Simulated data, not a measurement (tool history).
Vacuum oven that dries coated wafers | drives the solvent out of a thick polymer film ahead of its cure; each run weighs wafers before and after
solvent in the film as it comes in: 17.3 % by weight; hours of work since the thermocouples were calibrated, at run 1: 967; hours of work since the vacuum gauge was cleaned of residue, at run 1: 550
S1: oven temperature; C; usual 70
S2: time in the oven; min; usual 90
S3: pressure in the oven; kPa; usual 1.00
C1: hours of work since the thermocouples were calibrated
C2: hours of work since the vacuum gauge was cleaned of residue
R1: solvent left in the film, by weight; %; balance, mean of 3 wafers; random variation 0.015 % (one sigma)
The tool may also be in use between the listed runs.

run,hour,S1,S2,S3,C1,C2,R1
1,0.0,70,90,1.00,967,550,0.81
2,18.7,70,90,1.00,981,564,0.82
3,37.9,70,90,1.00,995,578,0.79
4,66.0,70,90,1.00,1016,599,0.80
5,87.2,70,90,1.60,1031,615,1.09
6,110.8,70,90,1.00,1049,632,0.82
7,131.5,70,90,1.00,1064,647,0.82
8,150.7,70,68,1.00,1078,662,1.19
9,164.1,70,51,1.00,1088,672,1.91
10,185.9,70,51,1.00,1104,688,1.95
11,213.3,70,51,1.00,1125,708,1.91
12,226.8,70,90,1.17,1135,718,0.85
13,249.2,70,90,1.17,1151,734,0.88
14,277.0,70,90,1.17,1172,755,0.85
15,295.7,70,90,2.28,1186,769,1.39
16,316.7,70,90,2.28,1201,784,1.41
17,330.4,70,90,1.00,1211,795,0.78
18,358.8,78,90,1.00,1232,816,0.42
19,381.0,78,90,1.00,1249,832,0.42
20,412.4,78,90,1.00,1272,855,0.42
21,437.1,78,90,1.00,1290,873,0.43
# hour 441.5: oven's thermocouples calibrated
22,456.2,70,90,2.27,11,886,1.29
23,486.3,70,90,2.27,33,908,1.26
24,502.6,70,90,2.27,45,920,1.26
25,524.5,74,67,1.83,61,937,0.91
# hour 531.4: oven's thermocouples calibrated, once more
26,555.5,66,57,1.83,18,958,4.11
27,572.4,70,90,0.82,30,970,1.04
28,588.9,70,90,0.82,42,983,1.02
29,609.7,70,90,0.82,58,998,1.01
30,629.9,62,49,1.00,73,1013,5.99
31,655.5,56,119,3.61,92,1032,6.44
32,679.2,70,102,3.06,109,1049,2.04
33,707.0,67,97,1.43,130,1070,1.74
34,721.0,67,97,1.43,140,1080,1.70
35,733.9,61,122,1.00,150,1090,2.38
36,758.1,56,90,1.37,168,1108,5.78
37,785.8,70,46,1.19,188,1128,3.09
38,808.5,70,46,1.19,205,1145,3.05
39,824.1,70,46,1.19,216,1157,3.01
40,842.7,70,90,2.04,230,1170,1.63
41,867.6,70,90,2.04,249,1189,1.61
42,883.1,70,161,2.06,260,1200,1.26
43,897.1,70,161,2.06,270,1211,1.26
44,915.6,85,76,1.82,284,1224,0.62
45,941.6,56,127,0.87,303,1244,3.74
46,956.3,56,127,0.87,314,1254,3.79
47,977.3,72,90,1.43,330,1270,1.01
48,991.6,61,93,1.00,340,1280,3.17

3 ways to go on from here, each from the tool as it stands after run 48. What would each give?
A,1010.9,76,93,1.11,355,1295,?
B,1010.9,70,90,1.02,355,1295,?
C,1010.9,61,93,0.60,355,1295,?

run,R1
A,0.61
B,1.08
C,2.92
Without the tool's hidden state the same runs would have given:
run,R1
A,0.53
B,1.08
C,3.09
